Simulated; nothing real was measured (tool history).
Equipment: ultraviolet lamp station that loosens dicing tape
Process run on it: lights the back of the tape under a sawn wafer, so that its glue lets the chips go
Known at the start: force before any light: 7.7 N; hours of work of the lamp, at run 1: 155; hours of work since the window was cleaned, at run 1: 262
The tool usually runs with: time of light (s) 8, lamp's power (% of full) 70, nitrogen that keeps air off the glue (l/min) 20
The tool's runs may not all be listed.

| run | hour | time of light (s) | lamp's power (% of full) | nitrogen that keeps air off the glue (l/min) | hours of work of the lamp | hours of work since the window was cleaned | force that peels the tape off (N) | light that reached the tape (J/m2) |
|---|---|---|---|---|---|---|---|---|
| 1 | 0.0 | 8 | 70 | 20 | 155 | 262 | 1.288 | 1940 |
| 2 | 15.5 | 8 | 70 | 20 | 162 | 268 | 1.252 | 1930 |
| 3 | 25.2 | 8 | 70 | 20 | 166 | 273 | 1.300 | 1930 |
| 4 | 36.7 | 8 | 70 | 17 | 171 | 277 | 1.405 | 1920 |
| 5 | 43.0 | 8 | 70 | 17 | 173 | 280 | 1.357 | 1900 |
| 6 | 57.6 | 8 | 70 | 17 | 180 | 286 | 1.375 | 1910 |
| 7 | 70.1 | 8 | 70 | 17 | 185 | 292 | 1.376 | 1910 |
| 8 | 80.8 | 8 | 70 | 17 | 189 | 296 | 1.368 | 1880 |
| 9 | 93.8 | 8 | 70 | 28 | 195 | 302 | 1.127 | 1900 |
| 10 | 100.9 | 8 | 70 | 28 | 198 | 305 | 1.177 | 1920 |
| 11 | 115.1 | 12 | 92 | 17 | 204 | 311 | 0.410 | 3800 |
| 12 | 121.9 | 12 | 92 | 17 | 207 | 313 | 0.427 | 3770 |
| 13 | 131.1 | 7 | 86 | 6 | 211 | 317 | 1.926 | 2070 |
| 14 | 143.1 | 4 | 80 | 10 | 216 | 322 | 3.188 | 1080 |

What does the tool deliver on the next run?
| 15 | 157.6 | 7 | 73 | 7 | 222 | 328 | ? | ? |

force that peels the tape off (N): 2.204
light that reached the tape (J/m2): 1780
Without the tool's hidden state the same run would have given force that peels the tape off (N) 2.198, light that reached the tape (J/m2) 1780.

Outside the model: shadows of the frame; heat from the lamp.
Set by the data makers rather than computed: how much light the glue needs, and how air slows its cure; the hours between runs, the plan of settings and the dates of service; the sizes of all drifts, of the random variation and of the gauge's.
